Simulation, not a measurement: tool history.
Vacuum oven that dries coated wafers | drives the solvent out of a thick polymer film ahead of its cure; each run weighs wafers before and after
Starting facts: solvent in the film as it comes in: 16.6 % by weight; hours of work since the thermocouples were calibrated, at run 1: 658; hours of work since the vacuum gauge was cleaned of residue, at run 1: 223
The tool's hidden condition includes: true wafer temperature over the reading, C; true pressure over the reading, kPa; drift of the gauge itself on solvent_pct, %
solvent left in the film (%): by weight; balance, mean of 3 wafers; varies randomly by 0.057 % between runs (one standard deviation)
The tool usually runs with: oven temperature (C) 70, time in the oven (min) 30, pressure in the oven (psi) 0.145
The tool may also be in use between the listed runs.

run	hour	oven temperature (C)	time in the oven (min)	pressure in the oven (psi)	hours of work since the thermocouples were calibrated	hours of work since the vacuum gauge was cleaned of residue	solvent left in the film (%)
1	0	70	30	0.145	658	223	2.7
2	15.4	70	30	0.145	670	235	2.7
3	22.6	70	30	0.145	675	241	2.56
4	33.7	70	30	0.145	684	250	2.53
5	46.1	70	30	0.145	693	259	2.54
6	54	73	30	0.145	699	265	2.07
7	69	73	30	0.145	711	277	1.87
8	84.3	73	30	0.145	723	289	1.98
9	94.7	73	30	0.145	731	297	1.95
10	109.5	70	30	0.189	742	308	2.93
11	125.6	70	30	0.077	755	320	2.09
12	141.7	70	30	0.077	767	333	2.13
13	157.4	70	30	0.145	779	345	2.61
14	166.3	70	50	0.145	786	352	1.64
15	182.9	70	50	0.145	799	365	1.64
16	196.8	70	50	0.145	810	375	1.67
17	208.4	59	30	0.145	819	384	6.36
18	217.5	59	30	0.145	826	391	6.39

Run 19 comes next. What will it give?
19	230.7	70	30	0.145	836	402	?

solvent left in the film (%): 2.72
Minus the tool's unlogged condition, the same run would have read solvent left in the film (%) 2.87.
